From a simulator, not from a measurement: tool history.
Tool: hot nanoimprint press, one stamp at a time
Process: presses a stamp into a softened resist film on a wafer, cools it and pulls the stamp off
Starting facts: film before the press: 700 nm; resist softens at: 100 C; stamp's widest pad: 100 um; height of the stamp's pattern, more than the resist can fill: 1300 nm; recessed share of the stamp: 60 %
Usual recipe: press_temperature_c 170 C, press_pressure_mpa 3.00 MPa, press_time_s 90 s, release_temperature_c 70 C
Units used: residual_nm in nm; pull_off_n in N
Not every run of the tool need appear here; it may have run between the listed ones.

run 1 hour=0.0 | press_temperature_c=170 press_pressure_mpa=3.00 press_time_s=90 release_temperature_c=70 | residual_nm=402.4 pull_off_n=154
run 2 hour=10.8 | press_temperature_c=170 press_pressure_mpa=3.00 press_time_s=90 release_temperature_c=70 | residual_nm=402.5 pull_off_n=158
run 3 hour=19.3 | press_temperature_c=170 press_pressure_mpa=3.00 press_time_s=90 release_temperature_c=70 | residual_nm=404.2 pull_off_n=151
run 4 hour=26.4 | press_temperature_c=170 press_pressure_mpa=3.00 press_time_s=90 release_temperature_c=70 | residual_nm=403.8 pull_off_n=157
run 5 hour=32.1 | press_temperature_c=170 press_pressure_mpa=3.00 press_time_s=90 release_temperature_c=70 | residual_nm=403.5 pull_off_n=157
run 6 hour=37.0 | press_temperature_c=170 press_pressure_mpa=3.00 press_time_s=90 release_temperature_c=70 | residual_nm=405.6 pull_off_n=154
run 7 hour=47.4 | press_temperature_c=170 press_pressure_mpa=3.00 press_time_s=90 release_temperature_c=70 | residual_nm=404.1 pull_off_n=154
run 8 hour=58.1 | press_temperature_c=170 press_pressure_mpa=3.00 press_time_s=90 release_temperature_c=70 | residual_nm=405.5 pull_off_n=159
run 9 hour=64.4 | press_temperature_c=170 press_pressure_mpa=3.00 press_time_s=90 release_temperature_c=70 | residual_nm=405.4 pull_off_n=157
run 10 hour=75.7 | press_temperature_c=170 press_pressure_mpa=3.00 press_time_s=90 release_temperature_c=70 | residual_nm=405.3 pull_off_n=154
run 11 hour=85.6 | press_temperature_c=170 press_pressure_mpa=3.00 press_time_s=90 release_temperature_c=70 | residual_nm=404.6 pull_off_n=156
run 12 hour=93.8 | press_temperature_c=170 press_pressure_mpa=3.00 press_time_s=90 release_temperature_c=70 | residual_nm=407.2 pull_off_n=152
run 13 hour=103.1 | press_temperature_c=170 press_pressure_mpa=3.00 press_time_s=90 release_temperature_c=70 | residual_nm=405.8 pull_off_n=160
run 14 hour=110.7 | press_temperature_c=170 press_pressure_mpa=3.00 press_time_s=90 release_temperature_c=68 | residual_nm=406.4 pull_off_n=161
run 15 hour=116.3 | press_temperature_c=170 press_pressure_mpa=2.16 press_time_s=90 release_temperature_c=70 | residual_nm=469.2 pull_off_n=153
run 16 hour=126.0 | press_temperature_c=170 press_pressure_mpa=2.16 press_time_s=90 release_temperature_c=70 | residual_nm=468.7 pull_off_n=155
run 17 hour=137.6 | press_temperature_c=176 press_pressure_mpa=3.17 press_time_s=58 release_temperature_c=55 | residual_nm=382.9 pull_off_n=228
run 18 hour=145.5 | press_temperature_c=176 press_pressure_mpa=3.39 press_time_s=95 release_temperature_c=55 | residual_nm=314.9 pull_off_n=225
run 19 hour=155.0 | press_temperature_c=158 press_pressure_mpa=3.75 press_time_s=47 release_temperature_c=55 | residual_nm=584.7 pull_off_n=223
run 20 hour=165.2 | press_temperature_c=170 press_pressure_mpa=2.48 press_time_s=90 release_temperature_c=70 | residual_nm=443.9 pull_off_n=148
run 21 hour=176.0 | press_temperature_c=170 press_pressure_mpa=2.48 press_time_s=90 release_temperature_c=70 | residual_nm=444.7 pull_off_n=154
run 22 hour=185.6 | press_temperature_c=170 press_pressure_mpa=2.48 press_time_s=90 release_temperature_c=70 | residual_nm=444.7 pull_off_n=156
run 23 hour=194.5 | press_temperature_c=170 press_pressure_mpa=2.48 press_time_s=90 release_temperature_c=70 | residual_nm=445.2 pull_off_n=162
run 24 hour=205.0 | press_temperature_c=170 press_pressure_mpa=2.48 press_time_s=90 release_temperature_c=70 | residual_nm=447.2 pull_off_n=157
run 25 hour=213.4 | press_temperature_c=179 press_pressure_mpa=4.54 press_time_s=56 release_temperature_c=60 | residual_nm=295.7 pull_off_n=200
run 26 hour=220.7 | press_temperature_c=170 press_pressure_mpa=3.00 press_time_s=157 release_temperature_c=70 | residual_nm=344.8 pull_off_n=154
run 27 hour=228.9 | press_temperature_c=170 press_pressure_mpa=3.00 press_time_s=157 release_temperature_c=70 | residual_nm=343.4 pull_off_n=156
run 28 hour=240.8 | press_temperature_c=170 press_pressure_mpa=3.00 press_time_s=157 release_temperature_c=70 | residual_nm=345.3 pull_off_n=159
run 29 hour=246.7 | press_temperature_c=170 press_pressure_mpa=3.00 press_time_s=157 release_temperature_c=70 | residual_nm=345.3 pull_off_n=155
run 30 hour=255.0 | press_temperature_c=160 press_pressure_mpa=3.00 press_time_s=65 release_temperature_c=59 | residual_nm=569.5 pull_off_n=206

Results per run with the tool's hidden condition removed, run-to-run variation unchanged:
Hidden conditions of the tool in this case: true temperature over the reading, C; pressure that arrives at the usual setting, %; grip of the stamp's worn release coat, % over a new coat's; drift of the gauge itself on residual_nm, %; drift of the gauge itself on pull_off_n, %.
run=1 residual_nm=402.5
run=2 residual_nm=402.3
run=3 residual_nm=403.7
run=4 residual_nm=403.1
run=5 residual_nm=402.7
run=6 residual_nm=404.6
run=7 residual_nm=402.8
run=8 residual_nm=403.8
run=9 residual_nm=403.5
run=10 residual_nm=403.1
run=11 residual_nm=402.1
run=12 residual_nm=404.4
run=13 residual_nm=402.8
run=14 residual_nm=403.2
run=15 residual_nm=465.2
run=16 residual_nm=464.4
run=17 residual_nm=379.1
run=18 residual_nm=311.6
run=19 residual_nm=578.0
run=20 residual_nm=438.6
run=21 residual_nm=439.0
run=22 residual_nm=438.7
run=23 residual_nm=438.9
run=24 residual_nm=440.5
run=25 residual_nm=291.0
run=26 residual_nm=339.2
run=27 residual_nm=337.7
run=28 residual_nm=339.3
run=29 residual_nm=339.1
run=30 residual_nm=558.8
pull_off_n: within 3 N of the measured result in every run.
